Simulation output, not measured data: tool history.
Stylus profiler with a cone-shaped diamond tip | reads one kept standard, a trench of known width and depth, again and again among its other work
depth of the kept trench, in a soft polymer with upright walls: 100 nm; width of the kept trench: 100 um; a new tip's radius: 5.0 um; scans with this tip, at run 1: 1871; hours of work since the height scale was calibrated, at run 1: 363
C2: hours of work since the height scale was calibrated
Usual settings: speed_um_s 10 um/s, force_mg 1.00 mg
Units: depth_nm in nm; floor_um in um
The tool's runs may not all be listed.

run 1 day=0.000 | speed_um_s=10 force_mg=1.00 | scans_with_this_tip=1871 C2=363 | depth_nm=100.53 floor_um=97.83
run 2 day=3.712 | speed_um_s=10 force_mg=1.00 | scans_with_this_tip=2079 C2=404 | depth_nm=100.55 floor_um=97.85
run 3 day=6.883 | speed_um_s=10 force_mg=1.00 | scans_with_this_tip=2257 C2=438 | depth_nm=100.53 floor_um=97.81
run 4 day=11.650 | speed_um_s=10 force_mg=1.00 | scans_with_this_tip=2524 C2=490 | depth_nm=100.56 floor_um=97.82
run 5 day=16.254 | speed_um_s=10 force_mg=1.46 | scans_with_this_tip=2781 C2=540 | depth_nm=100.67 floor_um=97.83
run 6 day=21.325 | speed_um_s=10 force_mg=1.00 | scans_with_this_tip=3065 C2=595 | depth_nm=100.45 floor_um=97.83
run 7 day=24.592 | speed_um_s=10 force_mg=1.00 | scans_with_this_tip=3248 C2=631 | depth_nm=100.42 floor_um=97.81
run 8 day=27.596 | speed_um_s=10 force_mg=1.00 | scans_with_this_tip=3416 C2=663 | depth_nm=100.34 floor_um=97.75
run 9 day=29.679 | speed_um_s=10 force_mg=1.00 | scans_with_this_tip=3533 C2=686 | depth_nm=100.49 floor_um=97.78
run 10 day=33.962 | speed_um_s=37 force_mg=1.00 | scans_with_this_tip=3773 C2=732 | depth_nm=100.45 floor_um=97.63
run 11 day=37.996 | speed_um_s=37 force_mg=1.00 | scans_with_this_tip=3998 C2=776 | depth_nm=100.42 floor_um=97.67
run 12 day=40.862 | speed_um_s=37 force_mg=1.00 | scans_with_this_tip=4159 C2=807 | depth_nm=100.34 floor_um=97.74
run 13 day=43.908 | speed_um_s=10 force_mg=0.44 | scans_with_this_tip=4329 C2=840 | depth_nm=100.25 floor_um=97.79
run 14 day=46.154 | speed_um_s=32 force_mg=0.44 | scans_with_this_tip=4455 C2=865 | depth_nm=100.01 floor_um=97.62
run 15 day=49.617 | speed_um_s=32 force_mg=0.44 | scans_with_this_tip=4649 C2=903 | depth_nm=100.06 floor_um=97.59
run 16 day=52.900 | speed_um_s=32 force_mg=0.43 | scans_with_this_tip=4833 C2=938 | depth_nm=100.09 floor_um=97.58
run 17 day=56.125 | speed_um_s=28 force_mg=1.00 | scans_with_this_tip=5013 C2=973 | depth_nm=100.26 floor_um=97.65
run 18 day=61.142 | speed_um_s=3 force_mg=1.00 | scans_with_this_tip=5294 C2=1028 | depth_nm=100.27 floor_um=97.74
run 19 day=65.717 | speed_um_s=2 force_mg=1.00 | scans_with_this_tip=5550 C2=1078 | depth_nm=100.27 floor_um=97.79
run 20 day=67.858 | speed_um_s=10 force_mg=1.00 | scans_with_this_tip=5670 C2=1101 | depth_nm=100.22 floor_um=97.71
run 21 day=72.683 | speed_um_s=10 force_mg=1.00 | scans_with_this_tip=5940 C2=1153 | depth_nm=100.20 floor_um=97.65
run 22 day=75.425 | speed_um_s=25 force_mg=1.00 | scans_with_this_tip=6094 C2=1183 | depth_nm=100.23 floor_um=97.65
run 23 day=78.242 | speed_um_s=25 force_mg=1.00 | scans_with_this_tip=6251 C2=1214 | depth_nm=100.31 floor_um=97.62
run 24 day=81.196 | speed_um_s=10 force_mg=0.96 | scans_with_this_tip=6417 C2=1246 | depth_nm=100.19 floor_um=97.69
run 25 day=83.425 | speed_um_s=10 force_mg=0.96 | scans_with_this_tip=6541 C2=1270 | depth_nm=100.08 floor_um=97.65
run 26 day=85.579 | speed_um_s=10 force_mg=0.96 | scans_with_this_tip=6662 C2=1293 | depth_nm=100.11 floor_um=97.69
run 27 day=90.279 | speed_um_s=22 force_mg=0.44 | scans_with_this_tip=6925 C2=1344 | depth_nm=99.93 floor_um=97.51
run 28 day=94.221 | speed_um_s=22 force_mg=0.44 | scans_with_this_tip=7146 C2=1387 | depth_nm=99.93 floor_um=97.53
run 29 day=97.246 | speed_um_s=22 force_mg=0.44 | scans_with_this_tip=7315 C2=1420 | depth_nm=99.75 floor_um=97.58
run 30 day=102.075 | speed_um_s=22 force_mg=0.90 | scans_with_this_tip=7585 C2=1473 | depth_nm=100.12 floor_um=97.51
run 31 day=104.808 | speed_um_s=3 force_mg=1.00 | scans_with_this_tip=7738 C2=1502 | depth_nm=100.11 floor_um=97.61
run 32 day=108.058 | speed_um_s=4 force_mg=0.51 | scans_with_this_tip=7920 C2=1538 | depth_nm=99.77 floor_um=97.61
run 33 day=110.779 | speed_um_s=4 force_mg=0.38 | scans_with_this_tip=8073 C2=1567 | depth_nm=99.87 floor_um=97.63
run 34 day=113.412 | speed_um_s=3 force_mg=1.54 | scans_with_this_tip=8220 C2=1596 | depth_nm=100.33 floor_um=97.62
run 35 day=116.388 | speed_um_s=14 force_mg=1.35 | scans_with_this_tip=8387 C2=1628 | depth_nm=100.23 floor_um=97.60
run 36 day=120.338 | speed_um_s=33 force_mg=1.00 | scans_with_this_tip=8608 C2=1671 | depth_nm=100.02 floor_um=97.50
run 37 day=123.912 | speed_um_s=4 force_mg=0.64 | scans_with_this_tip=8808 C2=1710 | depth_nm=99.78 floor_um=97.59
run 38 day=127.179 | speed_um_s=2 force_mg=2.02 | scans_with_this_tip=8991 C2=1745 | depth_nm=100.35 floor_um=97.63
run 39 day=130.950 | speed_um_s=3 force_mg=0.35 | scans_with_this_tip=9202 C2=1786 | depth_nm=99.71 floor_um=97.55
run 40 day=133.096 | speed_um_s=3 force_mg=0.35 | scans_with_this_tip=9322 C2=1810 | depth_nm=99.70 floor_um=97.57
run 41 day=136.317 | speed_um_s=14 force_mg=0.40 | scans_with_this_tip=9502 C2=1845 | depth_nm=99.71 floor_um=97.49
run 42 day=139.083 | speed_um_s=16 force_mg=0.84 | scans_with_this_tip=9657 C2=1875 | depth_nm=99.82 floor_um=97.51
run 43 day=143.579 | speed_um_s=4 force_mg=0.78 | scans_with_this_tip=9909 C2=1924 | depth_nm=99.89 floor_um=97.56
run 44 day=146.512 | speed_um_s=12 force_mg=0.37 | scans_with_this_tip=10073 C2=1956 | depth_nm=99.65 floor_um=97.47
run 45 day=151.096 | speed_um_s=14 force_mg=0.64 | scans_with_this_tip=10329 C2=2005 | depth_nm=99.70 floor_um=97.50
run 46 day=153.771 | speed_um_s=19 force_mg=0.61 | scans_with_this_tip=10479 C2=2034 | depth_nm=99.70 floor_um=97.43

Forecast each of these 4 alternatives for the next run:
run A day=158.592 | speed_um_s=3 force_mg=1.07 | scans_with_this_tip=10749 C2=2087 | depth_nm=? floor_um=?
run B day=158.592 | speed_um_s=10 force_mg=1.92 | scans_with_this_tip=10749 C2=2087 | depth_nm=? floor_um=?
run C day=158.592 | speed_um_s=4 force_mg=0.78 | scans_with_this_tip=10749 C2=2087 | depth_nm=? floor_um=?
run D day=158.592 | speed_um_s=19 force_mg=0.71 | scans_with_this_tip=10749 C2=2087 | depth_nm=? floor_um=?

run=A depth_nm=99.95 floor_um=97.54
run=B depth_nm=100.15 floor_um=97.51
run=C depth_nm=99.79 floor_um=97.54
run=D depth_nm=99.73 floor_um=97.38
Without the tool's hidden state the same runs would have given:
run=A depth_nm=100.69 floor_um=98.02
run=B depth_nm=100.89 floor_um=97.99
run=C depth_nm=100.53 floor_um=98.02
run=D depth_nm=100.47 floor_um=97.87
